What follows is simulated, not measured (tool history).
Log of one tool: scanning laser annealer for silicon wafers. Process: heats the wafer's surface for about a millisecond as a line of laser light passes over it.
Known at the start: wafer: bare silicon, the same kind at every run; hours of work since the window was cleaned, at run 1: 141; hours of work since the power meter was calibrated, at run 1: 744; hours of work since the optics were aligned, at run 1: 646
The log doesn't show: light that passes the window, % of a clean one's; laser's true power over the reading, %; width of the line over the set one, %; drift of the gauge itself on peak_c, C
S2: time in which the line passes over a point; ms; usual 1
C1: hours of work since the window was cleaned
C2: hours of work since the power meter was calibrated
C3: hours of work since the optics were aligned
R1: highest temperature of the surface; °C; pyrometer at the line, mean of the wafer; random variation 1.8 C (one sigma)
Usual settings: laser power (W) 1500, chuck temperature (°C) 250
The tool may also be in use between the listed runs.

run 1 hour=0 | laser_power_(W)=1500 S2=1 chuck_temperature_(°C)=250 | C1=141 C2=744 C3=646 | R1=951
run 2 hour=46.1 | laser_power_(W)=1500 S2=1 chuck_temperature_(°C)=250 | C1=168 C2=770 C3=673 | R1=950
run 3 hour=77.9 | laser_power_(W)=1500 S2=1 chuck_temperature_(°C)=258 | C1=186 C2=788 C3=691 | R1=958
run 4 hour=109.9 | laser_power_(W)=1500 S2=1 chuck_temperature_(°C)=258 | C1=205 C2=807 C3=710 | R1=959
run 5 hour=140.6 | laser_power_(W)=1500 S2=1 chuck_temperature_(°C)=270 | C1=222 C2=824 C3=727 | R1=970
run 6 hour=168.8 | laser_power_(W)=1500 S2=1 chuck_temperature_(°C)=270 | C1=238 C2=841 C3=743 | R1=967
run 7 hour=191.4 | laser_power_(W)=1500 S2=1 chuck_temperature_(°C)=250 | C1=251 C2=854 C3=756 | R1=950
run 8 hour=220.3 | laser_power_(W)=1500 S2=1 chuck_temperature_(°C)=250 | C1=268 C2=870 C3=773 | R1=948
run 9 hour=255.5 | laser_power_(W)=1500 S2=1 chuck_temperature_(°C)=250 | C1=288 C2=890 C3=793 | R1=948
run 10 hour=285.2 | laser_power_(W)=1426 S2=1 chuck_temperature_(°C)=250 | C1=305 C2=908 C3=810 | R1=913
run 11 hour=307.5 | laser_power_(W)=1426 S2=1 chuck_temperature_(°C)=250 | C1=318 C2=920 C3=823 | R1=915
run 12 hour=336.9 | laser_power_(W)=1426 S2=1 chuck_temperature_(°C)=250 | C1=335 C2=937 C3=840 | R1=910
run 13 hour=377.1 | laser_power_(W)=1500 S2=0.96 chuck_temperature_(°C)=250 | C1=358 C2=960 C3=863 | R1=931
run 14 hour=401.2 | laser_power_(W)=1500 S2=0.96 chuck_temperature_(°C)=250 | C1=372 C2=974 C3=877 | R1=932
run 15 hour=449.2 | laser_power_(W)=1627 S2=1.13 chuck_temperature_(°C)=250 | C1=400 C2=1002 C3=905 | R1=1050
run 16 hour=469.3 | laser_power_(W)=1627 S2=1.13 chuck_temperature_(°C)=250 | C1=411 C2=1013 C3=916 | R1=1047
run 17 hour=510.5 | laser_power_(W)=1627 S2=1.13 chuck_temperature_(°C)=267 | C1=435 C2=1037 C3=940 | R1=1062
run 18 hour=547 | laser_power_(W)=1627 S2=1.13 chuck_temperature_(°C)=267 | C1=456 C2=1058 C3=961 | R1=1065
run 19 hour=583.6 | laser_power_(W)=1627 S2=1.06 chuck_temperature_(°C)=268 | C1=477 C2=1079 C3=982 | R1=1036
run 20 hour=624.4 | laser_power_(W)=1408 S2=1 chuck_temperature_(°C)=250 | C1=500 C2=1102 C3=1005 | R1=896
run 21 hour=650.7 | laser_power_(W)=1393 S2=0.75 chuck_temperature_(°C)=250 | C1=516 C2=1118 C3=1020 | R1=808
run 22 hour=673.2 | laser_power_(W)=1454 S2=0.75 chuck_temperature_(°C)=240 | C1=528 C2=1131 C3=1033 | R1=818
-- hour=705.1 optics aligned, line set to its width
run 23 hour=721.2 | laser_power_(W)=1287 S2=1.13 chuck_temperature_(°C)=250 | C1=553 C2=1155 C3=9 | R1=884
run 24 hour=770.4 | laser_power_(W)=1287 S2=0.73 chuck_temperature_(°C)=266 | C1=581 C2=1184 C3=38 | R1=780
run 25 hour=807.5 | laser_power_(W)=1287 S2=0.73 chuck_temperature_(°C)=266 | C1=603 C2=1205 C3=59 | R1=779
run 26 hour=856.3 | laser_power_(W)=1418 S2=1.03 chuck_temperature_(°C)=238 | C1=631 C2=1233 C3=87 | R1=903

3 ways to go on from here, each from the tool as it stands after run 26. What would each give?
run A hour=905 | laser_power_(W)=1334 S2=0.95 chuck_temperature_(°C)=270 | C1=659 C2=1261 C3=115 | R1=?
run B hour=905 | laser_power_(W)=1330 S2=1.06 chuck_temperature_(°C)=250 | C1=659 C2=1261 C3=115 | R1=?
run C hour=905 | laser_power_(W)=1522 S2=0.85 chuck_temperature_(°C)=238 | C1=659 C2=1261 C3=115 | R1=?

run=A R1=873
run=B R1=884
run=C R1=886
Without the tool's hidden state the same runs would have given:
run=A R1=890
run=B R1=902
run=C R1=905

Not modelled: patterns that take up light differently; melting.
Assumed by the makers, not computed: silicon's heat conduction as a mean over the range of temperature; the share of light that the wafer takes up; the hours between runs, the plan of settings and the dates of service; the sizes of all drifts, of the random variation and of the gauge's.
